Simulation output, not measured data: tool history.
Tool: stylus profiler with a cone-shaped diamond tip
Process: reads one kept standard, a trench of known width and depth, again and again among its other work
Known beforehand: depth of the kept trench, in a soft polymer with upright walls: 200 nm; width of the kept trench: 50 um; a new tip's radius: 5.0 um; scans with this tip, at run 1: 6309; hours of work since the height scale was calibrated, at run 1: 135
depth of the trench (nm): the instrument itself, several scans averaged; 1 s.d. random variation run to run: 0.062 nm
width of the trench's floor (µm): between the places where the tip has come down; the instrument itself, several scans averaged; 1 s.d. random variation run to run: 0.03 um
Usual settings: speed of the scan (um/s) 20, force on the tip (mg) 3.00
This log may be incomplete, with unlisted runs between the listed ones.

run     day  speed of the scan (um/s)  force on the tip (mg)  scans with this tip  hours of work since the height scale was calibrated  depth of the trench (nm)  width of the trench's floor (µm)
  1   0.000                        20                   3.00                 6309                                                  135                    203.88                             45.95
  2   3.096                         8                   3.00                 6475                                                  167                    203.76                             45.97
  3   5.625                        38                   3.00                 6610                                                  194                    203.71                             45.87
  4   8.721                        38                   3.00                 6775                                                  226                    203.74                             45.86
  5  11.725                        38                   1.17                 6936                                                  258                    201.87                             45.80
  6  14.625                        38                   1.17                 7091                                                  288                    201.86                             45.77
  7  15.921                        38                   1.17                 7160                                                  302                    201.84                             45.76
  8  19.021                        38                   1.17                 7326                                                  334                    201.90                             45.73
  9  22.021                        38                   4.46                 7486                                                  366                    204.77                             45.78
 10  23.279                        38                   4.46                 7554                                                  379                    204.75                             45.76
 11  25.896                        35                   4.46                 7693                                                  406                    204.77                             45.74
 12  27.717                        35                   4.46                 7791                                                  425                    204.84                             45.71
 13  29.821                        35                   4.46                 7903                                                  447                    204.82                             45.67
 14  32.942                        35                   4.46                 8070                                                  480                    204.79                             45.62
     33.233  -- height scale calibrated on a step standard
     33.892  -- new tip fitted, height scale calibrated
 15  35.471                        17                   4.46                   85                                                   17                    205.17                             47.10
 16  38.404                        20                   3.00                  242                                                   47                    203.85                             47.04
     39.488  -- height scale calibrated on a step standard, once more
 17  40.967                         8                   3.00                  378                                                   15                    203.84                             47.11
 18  42.883                         8                   3.00                  480                                                   36                    203.97                             47.05
 19  45.496                        57                   3.00                  620                                                   63                    203.88                             46.89
 20  48.121                        57                   3.00                  760                                                   90                    204.00                             46.93
 21  50.829                        57                   3.00                  905                                                  119                    203.92                             46.81

Predict the results of run 22:
 22  52.983                        35                   6.99                 1020                                                  141                         ?                                 ?

{"run 22": {"depth of the trench (nm)": 206.92, "width of the trench's floor (µm)": 46.91}}
Without the tool's hidden state the same run would have given depth of the trench (nm) 207.01, width of the trench's floor (µm) 47.15.
